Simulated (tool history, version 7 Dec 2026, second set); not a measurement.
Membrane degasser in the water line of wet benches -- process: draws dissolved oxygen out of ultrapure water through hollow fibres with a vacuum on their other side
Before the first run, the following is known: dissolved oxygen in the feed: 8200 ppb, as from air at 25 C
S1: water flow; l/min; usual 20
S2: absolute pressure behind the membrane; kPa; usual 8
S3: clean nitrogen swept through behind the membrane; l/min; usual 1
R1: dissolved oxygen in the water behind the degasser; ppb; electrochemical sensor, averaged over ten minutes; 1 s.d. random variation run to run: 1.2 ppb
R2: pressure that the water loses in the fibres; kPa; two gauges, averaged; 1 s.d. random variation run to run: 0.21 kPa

{"run": 1, "hour": 0.0, "S1": 20, "S2": 8, "S3": 1, "R1": 232.7, "R2": 51.35}
{"run": 2, "hour": 278.3, "S1": 20, "S2": 8, "S3": 1, "R1": 235.6, "R2": 51.45}
{"run": 3, "hour": 454.0, "S1": 20, "S2": 8, "S3": 1, "R1": 236.1, "R2": 51.29}
{"hour": 539.4, "done": "vacuum gauge calibrated"}
{"run": 4, "hour": 757.8, "S1": 20, "S2": 8, "S3": 1, "R1": 234.6, "R2": 51.43}
{"run": 5, "hour": 975.5, "S1": 20, "S2": 8, "S3": 1, "R1": 230.7, "R2": 51.61}
{"run": 6, "hour": 1189.3, "S1": 15, "S2": 8, "S3": 1, "R1": 175.1, "R2": 38.68}
{"run": 7, "hour": 1332.7, "S1": 15, "S2": 8, "S3": 1, "R1": 174.6, "R2": 38.97}
{"run": 8, "hour": 1606.0, "S1": 15, "S2": 8, "S3": 1, "R1": 172.9, "R2": 38.84}
{"run": 9, "hour": 1806.1, "S1": 20, "S2": 8, "S3": 1, "R1": 237.2, "R2": 51.83}
{"run": 10, "hour": 1984.3, "S1": 20, "S2": 8, "S3": 1, "R1": 236.4, "R2": 51.43}
{"run": 11, "hour": 2285.7, "S1": 20, "S2": 8, "S3": 1, "R1": 239.1, "R2": 52.23}
{"run": 12, "hour": 2419.5, "S1": 20, "S2": 11.02, "S3": 1, "R1": 364.6, "R2": 51.69}
{"run": 13, "hour": 2684.4, "S1": 20, "S2": 11.02, "S3": 2.95, "R1": 154, "R2": 52.6}
{"run": 14, "hour": 2828.4, "S1": 20, "S2": 11.02, "S3": 2.95, "R1": 153.8, "R2": 52.52}
{"run": 15, "hour": 3093.3, "S1": 20, "S2": 11.02, "S3": 2.95, "R1": 153.3, "R2": 52.21}
{"run": 16, "hour": 3339.8, "S1": 20, "S2": 11.02, "S3": 2.95, "R1": 154, "R2": 52.31}
{"run": 17, "hour": 3615.0, "S1": 20, "S2": 11.02, "S3": 2.95, "R1": 153.8, "R2": 52.43}
{"run": 18, "hour": 3841.2, "S1": 29, "S2": 8, "S3": 2.71, "R1": 186.7, "R2": 76}
{"run": 19, "hour": 4065.0, "S1": 22, "S2": 8, "S3": 2.71, "R1": 127.8, "R2": 57.23}
{"run": 20, "hour": 4351.6, "S1": 22, "S2": 9.04, "S3": 2.71, "R1": 147.5, "R2": 57.82}
{"hour": 4548.8, "done": "vacuum gauge calibrated"}
{"run": 21, "hour": 4663.5, "S1": 22, "S2": 15.19, "S3": 0.46, "R1": 1028.7, "R2": 57.32}
{"run": 22, "hour": 4905.1, "S1": 20, "S2": 6.01, "S3": 0.54, "R1": 231.6, "R2": 52.77}
{"hour": 4928.3, "done": "seals of the vacuum lines changed"}
{"run": 23, "hour": 5118.6, "S1": 20, "S2": 8, "S3": 1.58, "R1": 164.4, "R2": 52.97}
{"run": 24, "hour": 5295.1, "S1": 20, "S2": 8, "S3": 1.58, "R1": 165.9, "R2": 52.51}
{"run": 25, "hour": 5458.3, "S1": 20, "S2": 6.74, "S3": 0.87, "R1": 199.7, "R2": 53.2}
{"run": 26, "hour": 5764.4, "S1": 32, "S2": 8, "S3": 2.85, "R1": 208.7, "R2": 84.86}
{"run": 27, "hour": 5934.4, "S1": 25, "S2": 7.97, "S3": 1.22, "R1": 259.4, "R2": 66.16}
{"run": 28, "hour": 6162.9, "S1": 25, "S2": 7.97, "S3": 1.22, "R1": 257.2, "R2": 66}
{"run": 29, "hour": 6290.7, "S1": 25, "S2": 7.97, "S3": 1.22, "R1": 257.9, "R2": 66.32}
{"run": 30, "hour": 6533.8, "S1": 25, "S2": 7.97, "S3": 1.22, "R1": 261.4, "R2": 66.67}
{"run": 31, "hour": 6740.1, "S1": 25, "S2": 7.97, "S3": 1.22, "R1": 258.8, "R2": 66.35}

What if the next run were any one of these 4? Each begins from the tool's condition after run 31:
{"run": "A", "hour": 7008.1, "S1": 25, "S2": 5.04, "S3": 1.34, "R1": "?", "R2": "?"}
{"run": "B", "hour": 7008.1, "S1": 20, "S2": 18.09, "S3": 0.99, "R1": "?", "R2": "?"}
{"run": "C", "hour": 7008.1, "S1": 13, "S2": 7.97, "S3": 0.75, "R1": "?", "R2": "?"}
{"run": "D", "hour": 7008.1, "S1": 16, "S2": 7.96, "S3": 0.49, "R1": "?", "R2": "?"}

run=A R1=125.4 R2=66.43
run=B R1=653.1 R2=53.34
run=C R1=191.8 R2=34.36
run=D R1=331.5 R2=42.92
Stripped of hidden state, with their random variation kept, the same runs would have yielded:
run=A R1=110.2 R2=62.25
run=B R1=641.9 R2=49.98
run=C R1=187 R2=32.18
run=D R1=324.6 R2=40.23

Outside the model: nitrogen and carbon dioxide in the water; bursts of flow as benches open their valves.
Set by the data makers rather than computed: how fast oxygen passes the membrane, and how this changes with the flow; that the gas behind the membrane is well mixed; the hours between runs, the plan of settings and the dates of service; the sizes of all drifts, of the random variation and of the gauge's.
